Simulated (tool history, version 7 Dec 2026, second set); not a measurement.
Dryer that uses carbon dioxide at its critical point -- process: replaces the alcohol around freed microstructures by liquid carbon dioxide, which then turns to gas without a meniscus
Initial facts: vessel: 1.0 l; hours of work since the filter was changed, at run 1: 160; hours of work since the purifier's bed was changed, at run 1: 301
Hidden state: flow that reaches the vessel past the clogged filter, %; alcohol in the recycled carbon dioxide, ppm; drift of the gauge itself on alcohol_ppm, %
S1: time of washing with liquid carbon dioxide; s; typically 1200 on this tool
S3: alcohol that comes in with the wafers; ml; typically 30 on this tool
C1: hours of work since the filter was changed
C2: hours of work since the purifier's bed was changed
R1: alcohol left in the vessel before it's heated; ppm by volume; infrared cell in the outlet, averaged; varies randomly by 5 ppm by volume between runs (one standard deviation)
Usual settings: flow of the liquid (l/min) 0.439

Run 1, day 0: usual settings; C1 160; C2 301. Result: R1 87 ppm by volume.
Run 2, day 0.967: usual settings; C1 174; C2 314. Result: R1 83 ppm by volume.
Run 3, day 1.671: usual settings; C1 184; C2 324. Result: R1 87 ppm by volume.
Run 4, day 2.462: usual settings; C1 195; C2 335. Result: R1 101 ppm by volume.
Run 5, day 3.362: usual settings; C1 207; C2 348. Result: R1 97 ppm by volume.
Run 6, day 3.883: usual settings; C1 215; C2 355. Result: R1 95 ppm by volume.
Run 7, day 4.808: usual settings; C1 227; C2 368. Result: R1 99 ppm by volume.
Run 8, day 5.454: usual settings; C1 236; C2 377. Result: R1 100 ppm by volume.
Run 9, day 6.062: usual settings but S3 58 ml; C1 245; C2 386. Result: R1 138 ppm by volume.
Run 10, day 7.058: usual settings but flow of the liquid (l/min) 0.432, S3 58 ml; C1 259; C2 400. Result: R1 150 ppm by volume.
Run 11, day 7.742: usual settings but flow of the liquid (l/min) 0.432, S3 58 ml; C1 268; C2 409. Result: R1 145 ppm by volume.
Run 12, day 8.375: usual settings but S1 1860 s, flow of the liquid (l/min) 0.432, S3 58 ml; C1 277; C2 418. Result: R1 74 ppm by volume.
Run 13, day 8.808: usual settings but S1 1740 s, flow of the liquid (l/min) 0.432, S3 58 ml; C1 283; C2 424. Result: R1 61 ppm by volume.
Run 14, day 9.383: usual settings but S1 1740 s, flow of the liquid (l/min) 0.432, S3 58 ml; C1 291; C2 432. Result: R1 63 ppm by volume.
Run 15, day 10.121: usual settings; C1 302; C2 442. Result: R1 114 ppm by volume.
Run 16, day 10.762: usual settings; C1 311; C2 451. Result: R1 110 ppm by volume.
Run 17, day 11.217: usual settings; C1 317; C2 458. Result: R1 127 ppm by volume.
Run 18, day 11.679: usual settings; C1 324; C2 464. Result: R1 123 ppm by volume.
Run 19, day 12.517: usual settings; C1 335; C2 476. Result: R1 121 ppm by volume.
Run 20, day 13.462: usual settings; C1 348; C2 489. Result: R1 116 ppm by volume.
At day 13.946: inlet filter changed.
Run 21, day 14.288: usual settings but S3 36 ml; C1 5; C2 500. Result: R1 108 ppm by volume.
Run 22, day 15.083: usual settings but S1 1500 s, flow of the liquid (l/min) 0.626, S3 63 ml; C1 16; C2 511. Result: R1 86 ppm by volume.
Run 23, day 15.746: usual settings but S1 1500 s, flow of the liquid (l/min) 0.626, S3 63 ml; C1 25; C2 520. Result: R1 84 ppm by volume.
Run 24, day 16.671: usual settings but S1 900 s, flow of the liquid (l/min) 0.291, S3 114 ml; C1 38; C2 533. Result: R1 3868 ppm by volume.
Run 25, day 17.208: usual settings but S1 1740 s, flow of the liquid (l/min) 0.276, S3 65 ml; C1 46; C2 541. Result: R1 235 ppm by volume.
Run 26, day 17.85: usual settings but S1 1740 s, flow of the liquid (l/min) 0.276, S3 65 ml; C1 55; C2 550. Result: R1 213 ppm by volume.
Run 27, day 18.708: usual settings but S1 1380 s, flow of the liquid (l/min) 0.304, S3 23 ml; C1 67; C2 562. Result: R1 199 ppm by volume.
Run 28, day 19.488: usual settings but S1 720 s, flow of the liquid (l/min) 0.547, S3 105 ml; C1 77; C2 573. Result: R1 606 ppm by volume.
Run 29, day 20.088: usual settings but flow of the liquid (l/min) 0.547, S3 72 ml; C1 86; C2 581. Result: R1 103 ppm by volume.
At day 20.388: purifier's bed changed.
Run 30, day 21.233: usual settings but flow of the liquid (l/min) 0.547, S3 72 ml; C1 100; C2 12. Result: R1 17 ppm by volume.
Run 31, day 21.983: usual settings but S1 840 s, flow of the liquid (l/min) 0.307, S3 24 ml; C1 111; C2 22. Result: R1 907 ppm by volume.
Run 32, day 22.496: usual settings but S1 840 s, flow of the liquid (l/min) 0.307, S3 24 ml; C1 118; C2 29. Result: R1 881 ppm by volume.
Run 33, day 23.292: usual settings but S1 840 s, flow of the liquid (l/min) 0.307, S3 24 ml; C1 129; C2 41. Result: R1 910 ppm by volume.
Run 34, day 24.154: usual settings but flow of the liquid (l/min) 0.529, S3 37 ml; C1 141; C2 53. Result: R1 24 ppm by volume.
Run 35, day 25.162: usual settings but S1 1020 s, flow of the liquid (l/min) 0.731, S3 46 ml; C1 155; C2 67. Result: R1 31 ppm by volume.
Run 36, day 25.825: usual settings but S1 1020 s, flow of the liquid (l/min) 0.731, S3 46 ml; C1 164; C2 76. Result: R1 25 ppm by volume.
Run 37, day 26.658: usual settings but S1 1080 s, flow of the liquid (l/min) 0.311, S3 46 ml; C1 176; C2 88. Result: R1 719 ppm by volume.
Run 38, day 27.425: usual settings but S1 1080 s, flow of the liquid (l/min) 0.311, S3 46 ml; C1 187; C2 98. Result: R1 686 ppm by volume.
Run 39, day 28.442: usual settings but S1 1080 s, flow of the liquid (l/min) 0.311, S3 46 ml; C1 201; C2 113. Result: R1 713 ppm by volume.
Run 40, day 29.104: usual settings but S1 1140 s, flow of the liquid (l/min) 0.311, S3 29 ml; C1 210; C2 122. Result: R1 382 ppm by volume.
Run 41, day 29.962: usual settings but S1 1140 s, flow of the liquid (l/min) 0.306, S3 29 ml; C1 222; C2 134. Result: R1 420 ppm by volume.

5 ways to go on from here, each from the tool as it stands after run 41. What would each give?
Run A, day 30.654: usual settings but S1 1440 s, flow of the liquid (l/min) 0.305; C1 232; C2 143. Result: R1 ?.
Run B, day 30.654: usual settings but S1 1140 s, flow of the liquid (l/min) 0.529, S3 31 ml; C1 232; C2 143. Result: R1 ?.
Run C, day 30.654: usual settings but S1 1140 s, flow of the liquid (l/min) 0.279, S3 49 ml; C1 232; C2 143. Result: R1 ?.
Run D, day 30.654: usual settings but flow of the liquid (l/min) 0.611, S3 61 ml; C1 232; C2 143. Result: R1 ?.
Run E, day 30.654: usual settings but S1 1140 s, flow of the liquid (l/min) 0.306, S3 25 ml; C1 232; C2 143. Result: R1 ?.

run    R1
  A   153
  B    37
  C  1014
  D    30
  E   352
Take away the tool's hidden state, keep each run's random variation, and the runs would have read:
run   R1
  A   95
  B   10
  C  790
  D    6
  E  255

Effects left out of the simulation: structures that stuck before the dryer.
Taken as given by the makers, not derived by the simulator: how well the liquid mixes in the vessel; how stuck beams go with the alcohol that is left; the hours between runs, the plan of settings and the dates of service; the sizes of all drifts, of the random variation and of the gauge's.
